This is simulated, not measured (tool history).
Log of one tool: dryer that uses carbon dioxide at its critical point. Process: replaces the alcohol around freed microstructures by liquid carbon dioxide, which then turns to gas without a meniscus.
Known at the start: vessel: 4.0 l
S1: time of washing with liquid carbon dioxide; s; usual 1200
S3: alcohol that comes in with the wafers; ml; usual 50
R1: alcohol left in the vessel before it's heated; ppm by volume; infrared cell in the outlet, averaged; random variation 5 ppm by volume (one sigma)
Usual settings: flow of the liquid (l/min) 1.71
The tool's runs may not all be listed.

Run 1, hour 0.0: usual settings. Result: R1 70 ppm by volume.
Run 2, hour 7.9: usual settings. Result: R1 74 ppm by volume.
Run 3, hour 19.4: usual settings. Result: R1 66 ppm by volume.
Run 4, hour 25.7: usual settings. Result: R1 80 ppm by volume.
Run 5, hour 31.3: usual settings. Result: R1 71 ppm by volume.
Run 6, hour 39.7: usual settings. Result: R1 81 ppm by volume.
Run 7, hour 50.7: usual settings but S3 101 ml. Result: R1 101 ppm by volume.
Run 8, hour 57.7: usual settings but S3 101 ml. Result: R1 112 ppm by volume.
Run 9, hour 66.6: usual settings but S3 101 ml. Result: R1 117 ppm by volume.
Run 10, hour 75.3: usual settings. Result: R1 83 ppm by volume.
Run 11, hour 86.5: usual settings. Result: R1 88 ppm by volume.
Run 12, hour 97.4: usual settings. Result: R1 95 ppm by volume.
Run 13, hour 106.4: usual settings but flow of the liquid (l/min) 1.57, S3 90 ml. Result: R1 147 ppm by volume.
Run 14, hour 114.0: usual settings but flow of the liquid (l/min) 1.57, S3 90 ml. Result: R1 147 ppm by volume.
Run 15, hour 119.5: usual settings but S1 1920 s, S3 41 ml. Result: R1 77 ppm by volume.
Run 16, hour 129.2: usual settings but S1 1140 s, flow of the liquid (l/min) 1.85, S3 30 ml. Result: R1 81 ppm by volume.
Run 17, hour 141.1: usual settings but S1 1440 s, flow of the liquid (l/min) 1.68. Result: R1 94 ppm by volume.
Run 18, hour 150.5: usual settings but S1 780 s, S3 75 ml. Result: R1 409 ppm by volume.
Run 19, hour 159.7: usual settings but S1 780 s, S3 75 ml. Result: R1 421 ppm by volume.
Run 20, hour 169.0: usual settings but S1 1320 s, S3 75 ml. Result: R1 116 ppm by volume.
Run 21, hour 174.8: usual settings but flow of the liquid (l/min) 1.33, S3 104 ml. Result: R1 305 ppm by volume.
Run 22, hour 182.9: usual settings but flow of the liquid (l/min) 1.33, S3 104 ml. Result: R1 326 ppm by volume.

Forecast each of these 3 alternatives for the next run:
Run A, hour 188.4: usual settings but S1 1560 s, flow of the liquid (l/min) 2.40, S3 94 ml. Result: R1 ?.
Run B, hour 188.4: usual settings but S1 1320 s, flow of the liquid (l/min) 1.61, S3 46 ml. Result: R1 ?.
Run C, hour 188.4: usual settings but flow of the liquid (l/min) 2.85, S3 117 ml. Result: R1 ?.

run   R1
  A   94
  B  103
  C   98
Without the tool's hidden state the same runs would have given:
run  R1
  A   4
  B   8
  C   9

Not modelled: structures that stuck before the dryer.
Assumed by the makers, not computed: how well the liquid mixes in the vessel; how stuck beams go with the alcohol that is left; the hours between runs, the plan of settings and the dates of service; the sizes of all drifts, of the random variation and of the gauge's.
